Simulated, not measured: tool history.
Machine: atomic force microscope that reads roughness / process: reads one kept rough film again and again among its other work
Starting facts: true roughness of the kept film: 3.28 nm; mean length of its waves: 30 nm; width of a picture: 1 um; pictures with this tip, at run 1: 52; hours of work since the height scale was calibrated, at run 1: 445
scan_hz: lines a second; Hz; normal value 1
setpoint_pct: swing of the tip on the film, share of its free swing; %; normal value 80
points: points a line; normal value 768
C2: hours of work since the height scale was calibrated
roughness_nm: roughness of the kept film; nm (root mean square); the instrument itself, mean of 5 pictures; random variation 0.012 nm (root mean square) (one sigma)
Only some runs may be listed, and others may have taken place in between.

{"run": 1, "day": 0.0, "scan_hz": 1, "setpoint_pct": 80, "points": 768, "pictures with this tip": 52, "C2": 445, "roughness_nm": 2.74}
{"run": 2, "day": 1.538, "scan_hz": 1, "setpoint_pct": 80, "points": 768, "pictures with this tip": 110, "C2": 464, "roughness_nm": 2.722}
{"run": 3, "day": 2.471, "scan_hz": 1, "setpoint_pct": 80, "points": 768, "pictures with this tip": 146, "C2": 476, "roughness_nm": 2.758}
{"run": 4, "day": 3.821, "scan_hz": 1, "setpoint_pct": 80, "points": 590, "pictures with this tip": 198, "C2": 492, "roughness_nm": 2.726}
{"run": 5, "day": 5.354, "scan_hz": 2.21, "setpoint_pct": 80, "points": 768, "pictures with this tip": 256, "C2": 511, "roughness_nm": 2.436}
{"run": 6, "day": 6.088, "scan_hz": 1, "setpoint_pct": 80, "points": 768, "pictures with this tip": 284, "C2": 520, "roughness_nm": 2.747}
{"run": 7, "day": 7.062, "scan_hz": 1, "setpoint_pct": 80, "points": 510, "pictures with this tip": 322, "C2": 532, "roughness_nm": 2.742}
{"run": 8, "day": 7.762, "scan_hz": 1, "setpoint_pct": 80, "points": 510, "pictures with this tip": 348, "C2": 541, "roughness_nm": 2.722}
{"day": 8.017, "done": "new tip fitted"}
{"run": 9, "day": 9.204, "scan_hz": 1, "setpoint_pct": 80, "points": 510, "pictures with this tip": 45, "C2": 558, "roughness_nm": 2.734}
{"run": 10, "day": 10.508, "scan_hz": 1, "setpoint_pct": 80, "points": 768, "pictures with this tip": 95, "C2": 574, "roughness_nm": 2.759}
{"run": 11, "day": 11.454, "scan_hz": 1, "setpoint_pct": 80, "points": 768, "pictures with this tip": 132, "C2": 586, "roughness_nm": 2.734}
{"run": 12, "day": 12.446, "scan_hz": 1, "setpoint_pct": 80, "points": 768, "pictures with this tip": 169, "C2": 598, "roughness_nm": 2.745}
{"run": 13, "day": 13.792, "scan_hz": 1, "setpoint_pct": 80, "points": 768, "pictures with this tip": 221, "C2": 615, "roughness_nm": 2.727}
{"run": 14, "day": 15.412, "scan_hz": 1, "setpoint_pct": 80, "points": 768, "pictures with this tip": 283, "C2": 635, "roughness_nm": 2.737}
{"run": 15, "day": 16.092, "scan_hz": 1, "setpoint_pct": 80, "points": 768, "pictures with this tip": 309, "C2": 643, "roughness_nm": 2.739}
{"run": 16, "day": 16.958, "scan_hz": 1, "setpoint_pct": 80, "points": 768, "pictures with this tip": 342, "C2": 654, "roughness_nm": 2.742}
{"day": 17.438, "done": "new tip fitted"}
{"run": 17, "day": 18.033, "scan_hz": 2.09, "setpoint_pct": 80, "points": 768, "pictures with this tip": 23, "C2": 667, "roughness_nm": 2.472}
{"run": 18, "day": 19.6, "scan_hz": 2.09, "setpoint_pct": 80, "points": 768, "pictures with this tip": 83, "C2": 686, "roughness_nm": 2.474}
{"run": 19, "day": 21.15, "scan_hz": 2.09, "setpoint_pct": 80, "points": 768, "pictures with this tip": 142, "C2": 705, "roughness_nm": 2.472}
{"run": 20, "day": 22.583, "scan_hz": 2.09, "setpoint_pct": 80, "points": 768, "pictures with this tip": 197, "C2": 723, "roughness_nm": 2.457}
{"run": 21, "day": 24.108, "scan_hz": 1.85, "setpoint_pct": 64, "points": 331, "pictures with this tip": 255, "C2": 742, "roughness_nm": 2.796}
{"run": 22, "day": 24.871, "scan_hz": 1.85, "setpoint_pct": 64, "points": 331, "pictures with this tip": 284, "C2": 751, "roughness_nm": 2.78}
{"run": 23, "day": 25.896, "scan_hz": 2.27, "setpoint_pct": 64, "points": 758, "pictures with this tip": 323, "C2": 764, "roughness_nm": 2.743}
{"day": 26.879, "done": "new tip fitted"}
{"run": 24, "day": 27.496, "scan_hz": 1.16, "setpoint_pct": 62, "points": 336, "pictures with this tip": 24, "C2": 783, "roughness_nm": 2.89}
{"run": 25, "day": 29.033, "scan_hz": 1.16, "setpoint_pct": 62, "points": 336, "pictures with this tip": 83, "C2": 802, "roughness_nm": 2.888}
{"run": 26, "day": 30.35, "scan_hz": 1.16, "setpoint_pct": 62, "points": 336, "pictures with this tip": 133, "C2": 818, "roughness_nm": 2.877}
{"run": 27, "day": 31.1, "scan_hz": 0.96, "setpoint_pct": 57, "points": 336, "pictures with this tip": 161, "C2": 828, "roughness_nm": 2.926}
{"run": 28, "day": 32.075, "scan_hz": 3.27, "setpoint_pct": 68, "points": 394, "pictures with this tip": 199, "C2": 840, "roughness_nm": 2.568}
{"run": 29, "day": 32.912, "scan_hz": 3.11, "setpoint_pct": 77, "points": 428, "pictures with this tip": 231, "C2": 850, "roughness_nm": 2.341}
{"run": 30, "day": 34.204, "scan_hz": 3.11, "setpoint_pct": 74, "points": 428, "pictures with this tip": 280, "C2": 866, "roughness_nm": 2.411}
{"run": 31, "day": 35.45, "scan_hz": 2.63, "setpoint_pct": 64, "points": 542, "pictures with this tip": 328, "C2": 881, "roughness_nm": 2.708}
{"run": 32, "day": 36.154, "scan_hz": 1, "setpoint_pct": 62, "points": 429, "pictures with this tip": 355, "C2": 890, "roughness_nm": 2.94}
{"day": 36.312, "done": "new tip fitted"}
{"run": 33, "day": 37.762, "scan_hz": 1, "setpoint_pct": 62, "points": 429, "pictures with this tip": 55, "C2": 909, "roughness_nm": 2.917}
{"run": 34, "day": 38.975, "scan_hz": 1, "setpoint_pct": 62, "points": 429, "pictures with this tip": 102, "C2": 924, "roughness_nm": 2.909}
{"run": 35, "day": 40.05, "scan_hz": 1, "setpoint_pct": 69, "points": 318, "pictures with this tip": 143, "C2": 938, "roughness_nm": 2.839}
{"run": 36, "day": 40.8, "scan_hz": 1, "setpoint_pct": 69, "points": 318, "pictures with this tip": 171, "C2": 947, "roughness_nm": 2.848}
{"run": 37, "day": 41.642, "scan_hz": 1, "setpoint_pct": 66, "points": 258, "pictures with this tip": 204, "C2": 957, "roughness_nm": 2.832}
{"run": 38, "day": 42.792, "scan_hz": 1.68, "setpoint_pct": 71, "points": 387, "pictures with this tip": 247, "C2": 971, "roughness_nm": 2.699}
{"run": 39, "day": 44.167, "scan_hz": 0.53, "setpoint_pct": 68, "points": 751, "pictures with this tip": 300, "C2": 988, "roughness_nm": 2.943}
{"run": 40, "day": 45.275, "scan_hz": 0.86, "setpoint_pct": 63, "points": 603, "pictures with this tip": 342, "C2": 1002, "roughness_nm": 2.926}

Consider 5 possible next runs. They are alternatives, not a sequence: every one starts from the tool as it was left by run 40. What does each give?
{"day": 45.679, "done": "new tip fitted"}
{"run": "A", "day": 46.017, "scan_hz": 0.71, "setpoint_pct": 59, "points": 277, "pictures with this tip": 13, "C2": 1011, "roughness_nm": "?"}
{"day": 45.679, "done": "new tip fitted"}
{"run": "B", "day": 46.017, "scan_hz": 0.76, "setpoint_pct": 74, "points": 603, "pictures with this tip": 13, "C2": 1011, "roughness_nm": "?"}
{"day": 45.679, "done": "new tip fitted"}
{"run": "C", "day": 46.017, "scan_hz": 1.16, "setpoint_pct": 81, "points": 521, "pictures with this tip": 13, "C2": 1011, "roughness_nm": "?"}
{"day": 45.679, "done": "new tip fitted"}
{"run": "D", "day": 46.017, "scan_hz": 1.96, "setpoint_pct": 78, "points": 810, "pictures with this tip": 13, "C2": 1011, "roughness_nm": "?"}
{"day": 45.679, "done": "new tip fitted"}
{"run": "E", "day": 46.017, "scan_hz": 0.61, "setpoint_pct": 63, "points": 603, "pictures with this tip": 13, "C2": 1011, "roughness_nm": "?"}

run=A roughness_nm=2.927
run=B roughness_nm=2.871
run=C roughness_nm=2.682
run=D roughness_nm=2.527
run=E roughness_nm=2.99
Take away the tool's hidden state, keep each run's random variation, and the runs would have read:
run=A roughness_nm=2.928
run=B roughness_nm=2.872
run=C roughness_nm=2.683
run=D roughness_nm=2.528
run=E roughness_nm=2.991
